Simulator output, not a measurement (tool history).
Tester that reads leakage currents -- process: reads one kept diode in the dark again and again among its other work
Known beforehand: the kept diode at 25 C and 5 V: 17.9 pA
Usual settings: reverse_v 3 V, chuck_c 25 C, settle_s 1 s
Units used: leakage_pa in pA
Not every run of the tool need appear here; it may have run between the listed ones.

run	hour	reverse_v	chuck_c	settle_s	leakage_pa
1	0	3	25	1	14.02
2	188.1	3	25	1	13.89
3	353.5	3	25	6.53	13.57
4	526.8	3	25	6.53	13.5
5	676.4	3	25	6.53	13.72
6	885.1	3	25	8.58	13.7
7	981.4	3	25	8.58	13.57
8	1126.3	3	25	1	14.03
9	1230.4	5.18	25	1	19.25
10	1349.5	3	25	1	13.92
11	1438.9	3	25	1	14.07
12	1610.9	3	25	1	13.91
13	1715.5	3	25	1	14.03
14	1907.9	3	50	1	128.19
15	2121.5	3	50	1	127.79
16	2316	3	50	1	128.2
17	2406.2	3	50	1	128.08
18	2537.3	2.55	27	4.9	15.03
19	2698.4	1.79	25	2.42	10.25
20	2855	3	56	1	209.43
21	3052.1	10.95	25	1	29.93
22	3249.6	10.95	25	1	29.98
23	3396	2.93	30	1.58	21.89
24	3611.6	4.61	35	1.59	44.7
25	3796.7	7.75	60	0.96	491.74
26	3992.6	7.75	60	0.6	489.96
27	4188.5	7.75	60	0.6	490.65
28	4302.9	14.86	60	2.53	706.61
29	4517	8.9	32	1	50.28
30	4691.3	3	25	2.52	13.78
31	4818.5	3	48	4.69	108.32
32	4976.2	3	48	4.49	108.47
33	5095.2	3	25	3.37	13.57

Taken out of this log: 2 entries between the listed runs. Where each belongs, and how the hidden state differs across it:
Between runs 21 and 22: probe card cleaned and baked (hour 3201.9)
  stray current of the dirty probe card, pA a volt: 0.022 -> 0.02
  measured minus no-state result, leakage_pa: +0.03 -> +0.01 pA
Between runs 25 and 26: chuck's temperature calibrated (hour 3904.9)
  no difference in the tool's unlogged condition between these two runs
  measured minus no-state result, leakage_pa: +0.21 -> +0.04 pA
